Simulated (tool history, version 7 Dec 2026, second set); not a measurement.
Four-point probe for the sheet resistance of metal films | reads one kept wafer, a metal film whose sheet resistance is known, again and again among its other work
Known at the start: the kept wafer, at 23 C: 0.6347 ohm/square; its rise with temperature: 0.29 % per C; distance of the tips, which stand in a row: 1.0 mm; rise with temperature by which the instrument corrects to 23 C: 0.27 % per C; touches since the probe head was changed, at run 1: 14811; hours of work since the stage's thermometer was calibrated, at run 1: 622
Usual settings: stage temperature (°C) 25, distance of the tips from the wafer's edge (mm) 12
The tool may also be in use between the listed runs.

run,hour,stage temperature (°C),distance of the tips from the wafer's edge (mm),touches since the probe head was changed,hours of work since the stage's thermometer was calibrated,sheet resistance as the instrument gives it (ohm/square)
1,0,25,12,14811,622,0.637527
2,24.5,25,5,15453,635,0.648396
3,53.5,25,12,16210,651,0.637418
4,68.5,25,42,16602,659,0.635151
5,92.6,25,42,17234,673,0.635149
6,122,25,12,18002,689,0.637574
7,140.8,25,12,18493,699,0.637191
8,170.6,20,6,19274,715,0.643797
9,200.1,20,6,20046,731,0.643628
10,227.6,25,8,20765,746,0.640149
11,248,25,8,21299,758,0.64026
12,273.2,19,6,21958,771,0.643671

4 ways to go on from here, each from the tool as it stands after run 12. What would each give?
A,286.8,31,62,22314,779,?
B,286.8,28,20,22314,779,?
C,286.8,25,41,22314,779,?
D,286.8,19,50,22314,779,?

run,sheet resistance as the instrument gives it (ohm/square)
A,0.635582
B,0.635988
C,0.635097
D,0.634463
Without the tool's hidden state the same runs would have given:
run,sheet resistance as the instrument gives it (ohm/square)
A,0.635605
B,0.636012
C,0.635121
D,0.634486
